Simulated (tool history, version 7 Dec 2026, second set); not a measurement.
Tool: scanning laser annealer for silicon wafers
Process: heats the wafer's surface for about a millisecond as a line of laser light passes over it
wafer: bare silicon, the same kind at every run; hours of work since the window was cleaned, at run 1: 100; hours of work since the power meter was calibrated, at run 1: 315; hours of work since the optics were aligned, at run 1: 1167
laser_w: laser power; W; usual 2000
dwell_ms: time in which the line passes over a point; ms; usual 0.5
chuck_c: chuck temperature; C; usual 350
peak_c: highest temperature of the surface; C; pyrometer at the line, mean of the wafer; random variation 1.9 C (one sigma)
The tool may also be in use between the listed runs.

run   hour  laser_w  dwell_ms  chuck_c  hours of work since the window was cleaned  hours of work since the power meter was calibrated  hours of work since the optics were aligned  peak_c
  1      0     2000       0.5      350                                         100                                                 315                                         1167    1060
  2     14     2000       0.5      350                                         107                                                 322                                         1174    1061
  3   20.2     2000       0.5      350                                         111                                                 325                                         1178    1060
  4   32.6     2000       0.5      350                                         117                                                 332                                         1184    1059
      35.7  -- window over the wafer cleaned
  5   42.6     2000       0.5      350                                           4                                                 336                                         1188    1054
  6     54     2000       0.5      350                                          10                                                 342                                         1194    1054
  7     66     2000       0.5      350                                          16                                                 348                                         1201    1057
  8   75.2     2000       0.5      350                                          21                                                 353                                         1205    1049
  9   87.2     1745     0.352      333                                          27                                                 359                                         1212     836
      99.9  -- window over the wafer cleaned, once more
 10    101     1700     0.614      310                                           1                                                 366                                         1218     953
 11  114.7     1700     0.435      310                                           8                                                 373                                         1225     856
     126.9  -- optics aligned, line set to its width
 12  133.5     1700     0.599      351                                          15                                                 380                                            3    1013

The same runs without the tool's hidden state, with the same run-to-run variation:
The hidden state here: light that passes the window, % of a clean one's; laser's true power over the reading, %; width of the line over the set one, %; drift of the gauge itself on peak_c, C.
run  peak_c
  1    1100
  2    1101
  3    1101
  4    1100
  5    1099
  6    1100
  7    1104
  8    1096
  9     870
 10     982
 11     881
 12    1019
